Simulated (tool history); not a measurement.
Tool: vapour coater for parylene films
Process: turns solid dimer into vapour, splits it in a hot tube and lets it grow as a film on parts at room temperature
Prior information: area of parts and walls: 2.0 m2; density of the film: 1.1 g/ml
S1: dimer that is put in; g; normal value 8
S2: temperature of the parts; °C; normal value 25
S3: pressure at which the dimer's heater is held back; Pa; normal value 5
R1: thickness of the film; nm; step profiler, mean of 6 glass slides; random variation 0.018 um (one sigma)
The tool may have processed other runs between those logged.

{"run": 1, "hour": 0.0, "S1": 8, "S2": 25, "S3": 5, "R1": 2650}
{"run": 2, "hour": 15.7, "S1": 6, "S2": 25, "S3": 5, "R1": 2000}
{"run": 3, "hour": 26.3, "S1": 6, "S2": 25, "S3": 5, "R1": 1950}
{"run": 4, "hour": 39.3, "S1": 6, "S2": 25, "S3": 5, "R1": 1980}
{"run": 5, "hour": 55.4, "S1": 6, "S2": 25, "S3": 5, "R1": 1970}
{"run": 6, "hour": 64.7, "S1": 6, "S2": 25, "S3": 5, "R1": 1980}
{"run": 7, "hour": 75.2, "S1": 3, "S2": 25, "S3": 5, "R1": 970}
{"run": 8, "hour": 82.5, "S1": 8, "S2": 25, "S3": 5, "R1": 2620}
{"run": 9, "hour": 91.9, "S1": 8, "S2": 25, "S3": 4.25, "R1": 2690}
{"run": 10, "hour": 108.4, "S1": 12, "S2": 25, "S3": 4.25, "R1": 3950}
{"run": 11, "hour": 125.3, "S1": 12, "S2": 25, "S3": 4.25, "R1": 3990}
{"run": 12, "hour": 134.2, "S1": 3, "S2": 27, "S3": 2.33, "R1": 1000}
{"run": 13, "hour": 146.7, "S1": 3, "S2": 23, "S3": 11.19, "R1": 1000}
{"run": 14, "hour": 155.1, "S1": 3, "S2": 23, "S3": 11.19, "R1": 960}
{"run": 15, "hour": 168.7, "S1": 9, "S2": 19, "S3": 5.15, "R1": 3870}
{"run": 16, "hour": 184.2, "S1": 9, "S2": 25, "S3": 3.9, "R1": 3030}
{"run": 17, "hour": 199.7, "S1": 9, "S2": 25, "S3": 2.38, "R1": 3190}
{"run": 18, "hour": 211.7, "S1": 4, "S2": 25, "S3": 11.85, "R1": 1220}
{"run": 19, "hour": 221.2, "S1": 4, "S2": 25, "S3": 11.85, "R1": 1220}
{"run": 20, "hour": 238.7, "S1": 4, "S2": 25, "S3": 11.85, "R1": 1190}
{"run": 21, "hour": 246.7, "S1": 4, "S2": 25, "S3": 11.85, "R1": 1190}

Some steps in R1, run to run, broken into two amounts with sign: the step expected even without the hidden condition (settings, incoming material, random variation), and the rest, left for the hidden condition together with whatever gauge scatter is not in both the measured and the hidden-condition-free result:
Hidden state present: vapour lost through the trap's worn valve, %; true temperature of the parts over the reading, C; drift of the gauge itself on film_um, %.
Run 11 -> 12: S1 12 -> 3, S2 25 -> 27, S3 4.25 -> 2.33. R1 -2990 nm: hidden state +50, all else -3040.
Run 14 -> 15: S1 3 -> 9, S2 23 -> 19, S3 11.19 -> 5.15. R1 +2910 nm: hidden state -50, all else +2960.

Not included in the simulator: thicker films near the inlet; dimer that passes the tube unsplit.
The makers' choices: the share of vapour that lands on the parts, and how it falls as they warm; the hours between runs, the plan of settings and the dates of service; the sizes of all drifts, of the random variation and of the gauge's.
